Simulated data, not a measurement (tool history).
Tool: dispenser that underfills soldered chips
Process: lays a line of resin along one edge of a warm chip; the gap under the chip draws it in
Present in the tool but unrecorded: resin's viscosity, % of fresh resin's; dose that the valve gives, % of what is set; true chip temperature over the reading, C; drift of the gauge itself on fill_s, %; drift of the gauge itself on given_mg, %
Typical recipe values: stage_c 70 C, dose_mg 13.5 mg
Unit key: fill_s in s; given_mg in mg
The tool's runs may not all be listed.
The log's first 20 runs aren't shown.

run    day  stage_c  dose_mg  hours of work since the syringe was changed  hours of work since the valve was cleaned  hours of work since the stage was calibrated  fill_s  given_mg
 21    3.2       62     15.2                                            5                                         99                                           132      83     14.58
     3.242  -- new syringe of resin
 22    3.4       78     14.8                                            3                                        103                                           135    39.6     14.12
 23  3.542       70     11.6                                            5                                        105                                           137    64.2     10.97
     3.571  -- new syringe of resin
 24  3.725       70     11.6                                            3                                        108                                           140    57.7     11.11
 25  3.858       82     14.3                                            5                                        110                                           142    35.7     13.54
     3.904  -- new syringe of resin
 26  4.079       58     14.3                                            3                                        113                                           146    95.4     13.59
 27  4.196       81     14.3                                            5                                        115                                           148    37.9     13.48
     4.229  -- new syringe of resin
 28  4.408       81     14.3                                            3                                        119                                           151    35.7     13.62
     4.571  -- new syringe of resin
     4.688  -- dispensing valve cleaned and set on the balance
 29  4.688       71     13.3                                            1                                          0                                           155    49.1     13.44
 30  4.829       57     16.4                                            4                                          2                                           157   102.5     16.35
     4.938  -- new syringe of resin
 31  5.071       58     16.3                                            2                                          6                                           161    91.1     16.17
 32  5.233       66     15.8                                            5                                          9                                           164    73.5     15.86
     5.262  -- new syringe of resin
 33  5.367       56     13.5                                            2                                         11                                           166   100.4     13.47
 34  5.567       72     17.2                                            5                                         14                                           169    55.5      17.1
       5.6  -- new syringe of resin
 35    5.7       76     13.8                                            2                                         16                                           171    41.5     13.74
 36  5.904       76     13.8                                            5                                         20                                           174    47.9     13.72

Each row is a separate what-if for the run after 36, all from the same tool condition, not one after another. Results?
     5.933  -- new syringe of resin
  A  6.146       69     14.9                                            4                                         23                                           178       ?         ?
     5.933  -- new syringe of resin
  B  6.146       55     17.6                                            4                                         23                                           178       ?         ?
     5.933  -- new syringe of resin
  C  6.146       77     13.8                                            4                                         23                                           178       ?         ?
     5.933  -- new syringe of resin
  D  6.146       62     12.5                                            4                                         23                                           178       ?         ?

run  fill_s  given_mg
  A    59.7     14.72
  B   112.1     17.39
  C    41.9     13.79
  D    83.9     12.29
The same runs, with their run-to-run variation unchanged, on a tool lacking any hidden condition would have given:
run  fill_s  given_mg
  A    49.7      14.9
  B    93.2      17.6
  C    34.9     13.96
  D    69.8     12.44

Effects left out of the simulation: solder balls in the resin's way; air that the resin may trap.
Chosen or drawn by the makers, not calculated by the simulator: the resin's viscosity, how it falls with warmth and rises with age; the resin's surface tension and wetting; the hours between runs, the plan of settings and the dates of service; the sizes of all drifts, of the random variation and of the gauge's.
